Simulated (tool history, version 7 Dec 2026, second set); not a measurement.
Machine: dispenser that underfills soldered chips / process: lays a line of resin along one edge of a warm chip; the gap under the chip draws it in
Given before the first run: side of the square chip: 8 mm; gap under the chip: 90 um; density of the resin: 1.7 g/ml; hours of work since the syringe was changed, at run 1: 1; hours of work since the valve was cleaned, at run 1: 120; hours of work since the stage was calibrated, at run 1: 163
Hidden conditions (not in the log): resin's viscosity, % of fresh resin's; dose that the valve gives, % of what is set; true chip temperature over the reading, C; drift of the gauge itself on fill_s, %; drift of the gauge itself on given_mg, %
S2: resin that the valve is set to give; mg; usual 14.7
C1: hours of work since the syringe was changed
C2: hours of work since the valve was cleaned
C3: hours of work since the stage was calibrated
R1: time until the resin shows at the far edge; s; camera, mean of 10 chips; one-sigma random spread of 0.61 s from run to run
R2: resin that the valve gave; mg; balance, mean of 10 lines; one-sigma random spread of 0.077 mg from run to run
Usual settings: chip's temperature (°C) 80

run 1 hour=0.0 | chip's_temperature_(°C)=80 S2=14.7 | C1=1 C2=120 C3=163 | R1=53.8 R2=13.03
-- hour=7.4 new syringe of resin
run 2 hour=9.5 | chip's_temperature_(°C)=80 S2=15.7 | C1=1 C2=126 C3=170 | R1=56.2 R2=14.03
-- hour=16.0 dispensing valve cleaned and set on the balance
-- hour=17.1 new syringe of resin
run 3 hour=18.0 | chip's_temperature_(°C)=80 S2=14.7 | C1=1 C2=1 C3=175 | R1=53.9 R2=14.58
-- hour=26.1 new syringe of resin
run 4 hour=27.6 | chip's_temperature_(°C)=80 S2=14.7 | C1=1 C2=8 C3=182 | R1=55.9 R2=14.44
run 5 hour=32.5 | chip's_temperature_(°C)=80 S2=15.4 | C1=5 C2=11 C3=185 | R1=72.0 R2=15.13
-- hour=34.6 new syringe of resin
run 6 hour=40.4 | chip's_temperature_(°C)=80 S2=14.7 | C1=4 C2=17 C3=191 | R1=69.9 R2=14.41
-- hour=43.1 new syringe of resin
run 7 hour=49.5 | chip's_temperature_(°C)=80 S2=14.7 | C1=5 C2=23 C3=197 | R1=70.4 R2=14.33
-- hour=51.9 new syringe of resin
run 8 hour=55.0 | chip's_temperature_(°C)=66 S2=14.7 | C1=2 C2=27 C3=201 | R1=97.3 R2=14.34
-- hour=60.4 new syringe of resin
run 9 hour=61.7 | chip's_temperature_(°C)=66 S2=14.7 | C1=1 C2=31 C3=205 | R1=88.5 R2=14.15
run 10 hour=66.8 | chip's_temperature_(°C)=66 S2=14.7 | C1=5 C2=35 C3=209 | R1=113.8 R2=14.15
-- hour=69.3 new syringe of resin
run 11 hour=75.4 | chip's_temperature_(°C)=80 S2=14.7 | C1=4 C2=41 C3=215 | R1=70.4 R2=14.24
-- hour=77.6 new syringe of resin
run 12 hour=82.4 | chip's_temperature_(°C)=80 S2=14.7 | C1=3 C2=46 C3=220 | R1=64.9 R2=14.03
-- hour=86.1 new syringe of resin
run 13 hour=87.5 | chip's_temperature_(°C)=76 S2=14.7 | C1=1 C2=49 C3=223 | R1=63.3 R2=14.07
-- hour=94.5 new syringe of resin
run 14 hour=95.3 | chip's_temperature_(°C)=76 S2=14.7 | C1=1 C2=54 C3=228 | R1=60.3 R2=13.96
run 15 hour=100.5 | chip's_temperature_(°C)=76 S2=14.7 | C1=4 C2=58 C3=232 | R1=81.3 R2=13.88
-- hour=103.1 new syringe of resin
run 16 hour=109.8 | chip's_temperature_(°C)=80 S2=14.7 | C1=5 C2=65 C3=238 | R1=71.8 R2=13.79
-- hour=111.6 new syringe of resin
run 17 hour=119.1 | chip's_temperature_(°C)=80 S2=14.7 | C1=5 C2=71 C3=245 | R1=72.9 R2=13.87
-- hour=120.3 new syringe of resin
run 18 hour=124.6 | chip's_temperature_(°C)=90 S2=18.4 | C1=3 C2=75 C3=249 | R1=46.2 R2=17.22
-- hour=129.2 new syringe of resin
run 19 hour=133.7 | chip's_temperature_(°C)=90 S2=17.5 | C1=3 C2=81 C3=255 | R1=46.2 R2=16.20
-- hour=138.2 new syringe of resin
run 20 hour=142.0 | chip's_temperature_(°C)=90 S2=17.5 | C1=3 C2=87 C3=261 | R1=45.4 R2=16.15
-- hour=147.2 new syringe of resin
run 21 hour=149.2 | chip's_temperature_(°C)=87 S2=12.6 | C1=1 C2=92 C3=265 | R1=49.2 R2=11.55
run 22 hour=153.4 | chip's_temperature_(°C)=85 S2=18.2 | C1=4 C2=95 C3=268 | R1=60.1 R2=16.64
-- hour=156.1 new syringe of resin
run 23 hour=159.8 | chip's_temperature_(°C)=82 S2=13.6 | C1=3 C2=99 C3=273 | R1=59.3 R2=12.27
run 24 hour=164.0 | chip's_temperature_(°C)=95 S2=15.2 | C1=6 C2=102 C3=276 | R1=49.1 R2=13.82
-- hour=164.9 new syringe of resin
run 25 hour=169.0 | chip's_temperature_(°C)=72 S2=16.2 | C1=3 C2=105 C3=279 | R1=81.1 R2=14.61
-- hour=173.6 new syringe of resin
run 26 hour=176.5 | chip's_temperature_(°C)=81 S2=16.2 | C1=2 C2=110 C3=284 | R1=57.5 R2=14.56

What will run 27 give?
-- hour=182.4 new syringe of resin
run 27 hour=185.5 | chip's_temperature_(°C)=81 S2=13.0 | C1=2 C2=117 C3=291 | R1=? R2=?

Logged for run 27: R1 60.0 s, R2 11.64 mg.
Without the tool's hidden state the same run would have given R1 51.7 s, R2 13.02 mg.
